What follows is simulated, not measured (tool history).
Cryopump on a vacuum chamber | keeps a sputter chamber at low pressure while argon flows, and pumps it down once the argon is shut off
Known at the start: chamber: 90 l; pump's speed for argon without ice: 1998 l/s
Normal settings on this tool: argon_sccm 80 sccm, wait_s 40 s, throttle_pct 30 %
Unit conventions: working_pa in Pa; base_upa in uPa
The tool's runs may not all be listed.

{"run": 1, "hour": 0.0, "argon_sccm": 80, "wait_s": 40, "throttle_pct": 30, "working_pa": 0.2489, "base_upa": 1.72}
{"hour": 53.5, "done": "pump warmed up, emptied and cooled again"}
{"run": 2, "hour": 56.4, "argon_sccm": 106, "wait_s": 40, "throttle_pct": 30, "working_pa": 0.299, "base_upa": 1.67}
{"run": 3, "hour": 85.9, "argon_sccm": 106, "wait_s": 83, "throttle_pct": 30, "working_pa": 0.3019, "base_upa": 0.98}
{"run": 4, "hour": 124.0, "argon_sccm": 80, "wait_s": 149, "throttle_pct": 30, "working_pa": 0.228, "base_upa": 0.64}
{"run": 5, "hour": 160.3, "argon_sccm": 80, "wait_s": 110, "throttle_pct": 30, "working_pa": 0.2277, "base_upa": 0.83}
{"run": 6, "hour": 197.3, "argon_sccm": 80, "wait_s": 110, "throttle_pct": 30, "working_pa": 0.2279, "base_upa": 0.84}
{"run": 7, "hour": 240.1, "argon_sccm": 80, "wait_s": 110, "throttle_pct": 30, "working_pa": 0.2288, "base_upa": 0.93}
{"run": 8, "hour": 265.0, "argon_sccm": 80, "wait_s": 45, "throttle_pct": 30, "working_pa": 0.2294, "base_upa": 1.7}
{"run": 9, "hour": 294.0, "argon_sccm": 80, "wait_s": 45, "throttle_pct": 30, "working_pa": 0.2302, "base_upa": 1.7}
{"run": 10, "hour": 344.7, "argon_sccm": 80, "wait_s": 116, "throttle_pct": 30, "working_pa": 0.2293, "base_upa": 0.99}
{"run": 11, "hour": 388.5, "argon_sccm": 80, "wait_s": 116, "throttle_pct": 30, "working_pa": 0.2311, "base_upa": 1.02}
{"run": 12, "hour": 421.5, "argon_sccm": 80, "wait_s": 116, "throttle_pct": 30, "working_pa": 0.2296, "base_upa": 1.03}
{"run": 13, "hour": 472.5, "argon_sccm": 80, "wait_s": 40, "throttle_pct": 30, "working_pa": 0.2303, "base_upa": 2.09}
{"run": 14, "hour": 513.6, "argon_sccm": 80, "wait_s": 40, "throttle_pct": 37, "working_pa": 0.1872, "base_upa": 2.08}
{"run": 15, "hour": 541.6, "argon_sccm": 80, "wait_s": 125, "throttle_pct": 30, "working_pa": 0.2323, "base_upa": 1.12}
{"run": 16, "hour": 563.7, "argon_sccm": 80, "wait_s": 40, "throttle_pct": 35, "working_pa": 0.2003, "base_upa": 2.06}
{"run": 17, "hour": 609.6, "argon_sccm": 80, "wait_s": 40, "throttle_pct": 30, "working_pa": 0.2331, "base_upa": 2.19}
{"run": 18, "hour": 642.2, "argon_sccm": 74, "wait_s": 47, "throttle_pct": 33, "working_pa": 0.1977, "base_upa": 2.01}
{"run": 19, "hour": 671.3, "argon_sccm": 119, "wait_s": 40, "throttle_pct": 30, "working_pa": 0.3466, "base_upa": 2.23}
{"run": 20, "hour": 711.7, "argon_sccm": 119, "wait_s": 24, "throttle_pct": 55, "working_pa": 0.1935, "base_upa": 3.31}
{"run": 21, "hour": 743.2, "argon_sccm": 119, "wait_s": 24, "throttle_pct": 55, "working_pa": 0.195, "base_upa": 3.31}
{"run": 22, "hour": 769.1, "argon_sccm": 119, "wait_s": 24, "throttle_pct": 55, "working_pa": 0.1948, "base_upa": 3.35}
{"run": 23, "hour": 803.6, "argon_sccm": 73, "wait_s": 40, "throttle_pct": 46, "working_pa": 0.1421, "base_upa": 2.43}
{"run": 24, "hour": 848.0, "argon_sccm": 90, "wait_s": 38, "throttle_pct": 26, "working_pa": 0.3042, "base_upa": 2.43}
{"run": 25, "hour": 891.1, "argon_sccm": 90, "wait_s": 38, "throttle_pct": 26, "working_pa": 0.3042, "base_upa": 2.53}
{"run": 26, "hour": 942.2, "argon_sccm": 80, "wait_s": 72, "throttle_pct": 22, "working_pa": 0.3168, "base_upa": 1.82}
{"run": 27, "hour": 970.1, "argon_sccm": 80, "wait_s": 72, "throttle_pct": 22, "working_pa": 0.318, "base_upa": 1.83}
{"run": 28, "hour": 992.1, "argon_sccm": 80, "wait_s": 72, "throttle_pct": 22, "working_pa": 0.3198, "base_upa": 1.93}
{"run": 29, "hour": 1042.4, "argon_sccm": 95, "wait_s": 50, "throttle_pct": 35, "working_pa": 0.2416, "base_upa": 2.26}

What does the tool deliver on the next run?
{"run": 30, "hour": 1070.5, "argon_sccm": 82, "wait_s": 62, "throttle_pct": 21, "working_pa": "?", "base_upa": "?"}

Run 30 gave working_pa 0.341 Pa, base_upa 2.08 uPa.
With the hidden condition absent and the run-to-run variation left alone, this run would have shown working_pa 0.3294 Pa, base_upa 1.11 uPa.
